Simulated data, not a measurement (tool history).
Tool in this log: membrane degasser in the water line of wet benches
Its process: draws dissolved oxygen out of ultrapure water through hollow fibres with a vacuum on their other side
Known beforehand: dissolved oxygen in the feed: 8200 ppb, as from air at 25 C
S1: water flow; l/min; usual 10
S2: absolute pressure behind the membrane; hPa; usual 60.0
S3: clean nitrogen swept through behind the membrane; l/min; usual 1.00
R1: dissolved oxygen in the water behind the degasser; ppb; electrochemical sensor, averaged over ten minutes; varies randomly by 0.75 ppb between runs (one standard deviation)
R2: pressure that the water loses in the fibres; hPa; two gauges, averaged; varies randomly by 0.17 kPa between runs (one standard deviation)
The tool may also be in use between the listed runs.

| run | hour | S1 | S2 | S3 | R1 | R2 |
|---|---|---|---|---|---|---|
| 1 | 0.0 | 10 | 60.0 | 1.00 | 71.1 | 254.8 |
| 2 | 48.1 | 10 | 57.9 | 1.00 | 68.8 | 254.0 |
| 3 | 79.3 | 10 | 44.5 | 1.00 | 36.2 | 254.2 |
| 4 | 122.4 | 10 | 44.5 | 1.00 | 37.0 | 254.3 |
| 5 | 176.3 | 10 | 44.5 | 1.00 | 36.8 | 253.5 |
| 6 | 204.0 | 10 | 44.5 | 1.00 | 36.5 | 258.0 |
| 7 | 235.3 | 10 | 44.5 | 1.00 | 37.6 | 258.1 |
| 8 | 288.2 | 10 | 44.5 | 1.00 | 36.6 | 251.8 |
| 9 | 320.4 | 10 | 60.0 | 1.00 | 74.5 | 256.1 |
| 10 | 357.8 | 10 | 60.0 | 1.00 | 72.6 | 255.3 |
| 11 | 381.2 | 10 | 45.5 | 1.00 | 39.9 | 255.2 |
| 12 | 417.0 | 10 | 45.5 | 1.00 | 39.2 | 256.8 |
| 13 | 466.2 | 10 | 45.5 | 1.00 | 39.0 | 257.6 |
| 14 | 504.7 | 10 | 60.0 | 1.00 | 72.9 | 257.0 |
| 15 | 547.2 | 10 | 60.0 | 1.00 | 74.4 | 255.4 |
| 16 | 579.8 | 10 | 60.0 | 1.48 | 51.7 | 259.5 |
| 17 | 632.6 | 10 | 60.0 | 0.97 | 75.3 | 257.2 |
| 18 | 679.9 | 6 | 131.7 | 1.09 | 137.1 | 152.9 |
|  | 685.1 | vacuum gauge calibrated |
| 19 | 707.5 | 6 | 131.7 | 1.09 | 137.5 | 153.4 |
| 20 | 753.6 | 11 | 132.4 | 0.48 | 515.3 | 281.8 |
| 21 | 805.2 | 10 | 66.6 | 1.14 | 82.4 | 257.8 |
| 22 | 836.6 | 10 | 51.9 | 1.39 | 43.6 | 257.1 |
| 23 | 862.9 | 8 | 40.5 | 2.15 | 11.4 | 207.2 |
| 24 | 911.7 | 8 | 143.4 | 2.15 | 105.6 | 209.9 |
| 25 | 965.3 | 10 | 100.2 | 1.11 | 155.6 | 261.3 |
|  | 999.1 | vacuum gauge calibrated, once more |
| 26 | 1014.6 | 15 | 45.8 | 2.24 | 44.1 | 387.7 |
| 27 | 1051.3 | 10 | 39.4 | 1.25 | 17.3 | 255.0 |
| 28 | 1076.4 | 10 | 84.3 | 0.57 | 203.3 | 253.0 |
| 29 | 1112.4 | 11 | 61.1 | 1.00 | 79.3 | 284.0 |
| 30 | 1138.0 | 11 | 77.1 | 0.40 | 262.2 | 284.3 |
| 31 | 1170.0 | 11 | 77.1 | 0.40 | 265.1 | 278.9 |
| 32 | 1210.0 | 15 | 46.6 | 1.27 | 61.8 | 383.3 |

Selected run-to-run steps in R1, each split into two signed amounts: the part the tool would show with no hidden state at all (from settings, incoming material and random variation), and the remainder, which goes to the hidden state together with any gauge scatter not common to the measured and the hidden-state-free results:
The hidden state here: membrane still open, %; true pressure behind the membrane over the reading, kPa; air that leaks in behind the membrane, l/min; drift of the gauge itself on oxygen_ppb, %; drift of the gauge itself on loss_of_pressure_kpa, %.
Run 19 -> 20: S1 6 -> 11, S2 131.7 -> 132.4, S3 1.09 -> 0.48. R1 +377.8 ppb: hidden state +10.8, all else +367.0.
Run 20 -> 21: S1 11 -> 10, S2 132.4 -> 66.6, S3 0.48 -> 1.14. R1 -432.9 ppb: hidden state -9.7, all else -423.2.
Run 25 -> 26: S1 10 -> 15, S2 100.2 -> 45.8, S3 1.11 -> 2.24, vacuum gauge calibrated, once more. R1 -111.5 ppb: hidden state -7.9, all else -103.6.
Run 31 -> 32: S1 11 -> 15, S2 77.1 -> 46.6, S3 0.40 -> 1.27. R1 -203.3 ppb: hidden state +0.8, all else -204.1.
